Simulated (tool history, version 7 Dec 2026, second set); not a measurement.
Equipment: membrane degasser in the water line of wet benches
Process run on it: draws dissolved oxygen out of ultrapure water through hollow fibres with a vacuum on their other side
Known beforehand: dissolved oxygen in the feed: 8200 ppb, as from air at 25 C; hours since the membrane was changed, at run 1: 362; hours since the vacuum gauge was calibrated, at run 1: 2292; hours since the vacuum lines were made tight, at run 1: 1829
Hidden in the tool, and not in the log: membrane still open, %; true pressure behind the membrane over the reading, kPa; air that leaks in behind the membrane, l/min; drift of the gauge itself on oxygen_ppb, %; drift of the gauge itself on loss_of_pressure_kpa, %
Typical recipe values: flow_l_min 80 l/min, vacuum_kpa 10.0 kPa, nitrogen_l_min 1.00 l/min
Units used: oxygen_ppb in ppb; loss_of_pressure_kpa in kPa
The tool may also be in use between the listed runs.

run    hour  flow_l_min  vacuum_kpa  nitrogen_l_min  hours since the membrane was changed  hours since the vacuum gauge was calibrated  hours since the vacuum lines were made tight  oxygen_ppb  loss_of_pressure_kpa
  1     0.0          80        10.0            1.00                                   362                                         2292                                          1829      1064.5                 39.46
  2    41.4          80        10.0            1.00                                   403                                         2334                                          1871      1074.8                 39.35
  3    85.4          80        10.0            1.00                                   447                                         2378                                          1914      1071.9                 39.63
  4   118.8          80        10.0            1.00                                   481                                         2411                                          1948      1074.2                 39.35
  5   169.7          80        10.0            0.45                                   531                                         2462                                          1999      1510.0                 39.35
  6   193.9          80        10.0            0.45                                   556                                         2486                                          2023      1528.3                 39.52
  7   220.2          80        10.0            1.00                                   582                                         2513                                          2049      1062.4                 39.38
  8   268.5          80        10.0            1.00                                   630                                         2561                                          2098      1057.6                 39.78
  9   292.4          80        20.6            1.00                                   654                                         2585                                          2122      2119.4                 39.45
 10   333.3          80        10.0            1.00                                   695                                         2626                                          2162      1059.8                 39.23
 11   387.1          80        12.8            1.00                                   749                                         2680                                          2216      1368.9                 39.31
 12   419.7          80        10.0            0.67                                   781                                         2712                                          2249      1294.3                 39.44
 13   467.2          80        10.0            0.67                                   829                                         2760                                          2296      1279.9                 39.69
 14   499.3          80        10.0            0.67                                   861                                         2792                                          2328      1286.7                 39.55
 15   540.1          80        10.0            0.67                                   902                                         2833                                          2369      1281.7                 39.14
 16   569.8          79        10.0            1.00                                   932                                         2862                                          2399      1053.9                 38.63
 17   604.0          80         8.9            2.31                                   966                                         2896                                          2433       632.6                 39.33
 18   630.1          86        20.2            1.00                                   992                                         2923                                          2459      2149.5                 42.13
 19   685.0          61        10.0            1.00                                  1047                                         2977                                          2514       832.1                 29.83
 20   720.7         108         9.7            1.00                                  1082                                         3013                                          2550      1357.0                 53.18
 21   757.5         108         9.7            1.00                                  1119                                         3050                                          2587      1382.6                 53.33
 22   784.6          80        15.3            1.00                                  1146                                         3077                                          2614      1611.2                 39.07
 23   808.8          80        13.5            0.59                                  1171                                         3101                                          2638      1891.0                 39.41
 24   833.9         115         8.1            1.35                                  1196                                         3126                                          2663      1111.0                 56.98
 25   872.2          71        22.7            1.00                                  1234                                         3165                                          2701      2089.5                 34.99
 26   902.0          51        10.0            1.00                                  1264                                         3194                                          2731       708.2                 24.83
      914.0  -- vacuum gauge calibrated
 27   929.7          51        10.0            1.00                                  1291                                           16                                          2758       706.1                 24.94
 28   981.6          51        10.0            1.00                                  1343                                           68                                          2810       697.1                 24.99
 29  1014.4          80        23.0            1.21                                  1376                                          100                                          2843      2066.5                 39.38
 30  1048.0          91        10.3            1.78                                  1409                                          134                                          2877       939.0                 44.57
 31  1088.7          77         6.8            0.43                                  1450                                          175                                          2917       933.7                 37.71
 32  1132.4          77         6.8            0.43                                  1494                                          218                                          2961       951.4                 37.90

Each row is a separate what-if for the run after 32, all from the same tool condition, not one after another. Results?
  A  1170.5          63        10.0            0.68                                  1532                                          257                                          2999           ?                     ?
  B  1170.5          82        18.1            1.97                                  1532                                          257                                          2999           ?                     ?
  C  1170.5          72         9.5            2.69                                  1532                                          257                                          2999           ?                     ?
  D  1170.5          50        10.0            0.53                                  1532                                          257                                          2999           ?                     ?

run  oxygen_ppb  loss_of_pressure_kpa
  A      1047.3                 31.01
  B      1294.6                 40.22
  C       548.7                 35.84
  D       997.9                 24.44
Take away the tool's hidden state, keep each run's random variation, and the runs would have read:
run  oxygen_ppb  loss_of_pressure_kpa
  A      1047.1                 30.99
  B      1294.2                 40.20
  C       548.4                 35.83
  D       997.8                 24.43
